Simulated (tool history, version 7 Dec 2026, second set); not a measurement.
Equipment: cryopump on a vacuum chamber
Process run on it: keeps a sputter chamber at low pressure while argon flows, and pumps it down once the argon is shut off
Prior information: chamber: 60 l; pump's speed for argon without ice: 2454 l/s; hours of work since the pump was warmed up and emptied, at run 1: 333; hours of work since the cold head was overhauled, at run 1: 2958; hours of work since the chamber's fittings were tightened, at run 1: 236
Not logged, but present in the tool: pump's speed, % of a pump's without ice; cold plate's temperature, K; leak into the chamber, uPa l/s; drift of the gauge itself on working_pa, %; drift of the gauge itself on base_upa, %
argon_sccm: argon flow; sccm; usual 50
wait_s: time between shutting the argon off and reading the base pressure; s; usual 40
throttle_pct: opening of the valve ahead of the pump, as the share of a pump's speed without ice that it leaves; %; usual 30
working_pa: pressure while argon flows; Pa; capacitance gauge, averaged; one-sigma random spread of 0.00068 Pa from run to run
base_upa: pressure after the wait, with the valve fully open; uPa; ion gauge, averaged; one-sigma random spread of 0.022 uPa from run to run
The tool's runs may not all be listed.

run    hour  argon_sccm  wait_s  throttle_pct  hours of work since the pump was warmed up and emptied  hours of work since the cold head was overhauled  hours of work since the chamber's fittings were tightened  working_pa  base_upa
  1     0.0          50      40            30                                                     333                                              2958                                                        236      0.1309      0.75
  2    66.5          50      40            30                                                     378                                              3003                                                        282      0.1335      0.80
       84.6  -- pump warmed up, emptied and cooled again
  3   127.8          50      40            30                                                      30                                              3042                                                        321      0.1176      0.71
  4   230.7          50      40            30                                                     100                                              3113                                                        392      0.1204      0.73
  5   288.9          50      40            30                                                     141                                              3153                                                        432      0.1208      0.81
  6   373.0          50      40            30                                                     198                                              3211                                                        490      0.1228      0.84
  7   420.4          50      40            30                                                     231                                              3243                                                        522      0.1231      0.85
  8   497.0          50      40            54                                                     284                                              3296                                                        575      0.0751      0.87
  9   590.1          50      40            54                                                     348                                              3360                                                        639      0.0779      0.96
      651.2  -- pump warmed up, emptied and cooled again
 10   673.6          50      40            30                                                      15                                              3414                                                        693      0.1175      0.87
 11   754.8          50      40            30                                                      71                                              3470                                                        749      0.1183      0.89
 12   866.4          50      40            30                                                     148                                              3547                                                        825      0.1212      0.99
 13   970.0          50      40            30                                                     219                                              3618                                                        897      0.1245      1.03
 14  1078.3          50     287            30                                                     294                                              3692                                                        971      0.1257      0.74
 15  1141.8          50     287            30                                                     337                                              3736                                                       1015      0.1266      0.75
 16  1203.4          50     287            30                                                     380                                              3778                                                       1057      0.1296      0.84
     1224.9  -- pump warmed up, emptied and cooled again
 17  1258.0          50      40            30                                                      23                                              3812                                                       1091      0.1178      1.05

Run 18 is up next; what results do you expect?
 18  1337.3          50      40            30                                                      77                                              3867                                                       1146           ?         ?

Run 18 yielded working_pa 0.1201 Pa, base_upa 1.02 uPa.
Without the tool's hidden state the same run would have given working_pa 0.1155 Pa, base_upa 0.52 uPa.

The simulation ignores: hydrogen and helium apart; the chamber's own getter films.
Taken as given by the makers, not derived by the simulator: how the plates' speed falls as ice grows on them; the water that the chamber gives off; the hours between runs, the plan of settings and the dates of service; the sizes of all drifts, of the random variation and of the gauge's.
